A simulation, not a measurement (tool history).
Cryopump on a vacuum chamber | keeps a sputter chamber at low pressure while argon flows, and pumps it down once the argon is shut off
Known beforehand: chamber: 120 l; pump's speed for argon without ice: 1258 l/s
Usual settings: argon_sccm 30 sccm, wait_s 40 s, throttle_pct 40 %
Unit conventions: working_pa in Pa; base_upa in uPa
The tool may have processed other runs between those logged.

run,day,argon_sccm,wait_s,throttle_pct,working_pa,base_upa
1,0.000,30,40,40,0.1073,2.74
2,0.425,30,40,40,0.1069,2.70
3,0.688,30,40,40,0.1062,2.70
4,1.204,30,40,40,0.1069,2.82
5,1.733,30,40,40,0.1076,2.73
6,2.154,30,40,40,0.1066,2.81
7,2.588,30,40,40,0.1069,2.78
8,3.104,30,40,40,0.1074,2.86
9,3.742,44,40,40,0.1576,2.80
10,4.117,30,40,40,0.1079,2.85
11,4.392,30,40,40,0.1068,2.79
12,4.838,30,40,40,0.1074,2.79
13,5.129,30,40,40,0.1065,2.86
14,5.554,30,40,40,0.1076,2.85
15,6.021,30,40,40,0.1082,2.86
16,6.667,30,40,40,0.1077,2.88
17,7.112,30,40,40,0.1091,2.82
18,7.629,30,40,40,0.1083,2.85
19,8.283,31,111,35,0.1256,1.75
20,8.771,18,40,40,0.0648,2.92
21,9.329,41,40,27,0.2141,2.86
22,9.650,41,40,27,0.2144,2.91
23,10.042,24,127,36,0.0952,1.72
24,10.342,12,40,18,0.0927,2.82
25,10.962,19,199,40,0.0690,1.48
26,11.258,13,40,40,0.0468,2.99
27,11.542,13,40,40,0.0473,2.89

Predict the results of run 28:
28,12.021,57,134,27,?,?

{"run 28": {"working_pa": 0.2985, "base_upa": 1.73}}
Had the tool carried no hidden state, the very same run would have given working_pa 0.2831 Pa, base_upa 0.76 uPa.
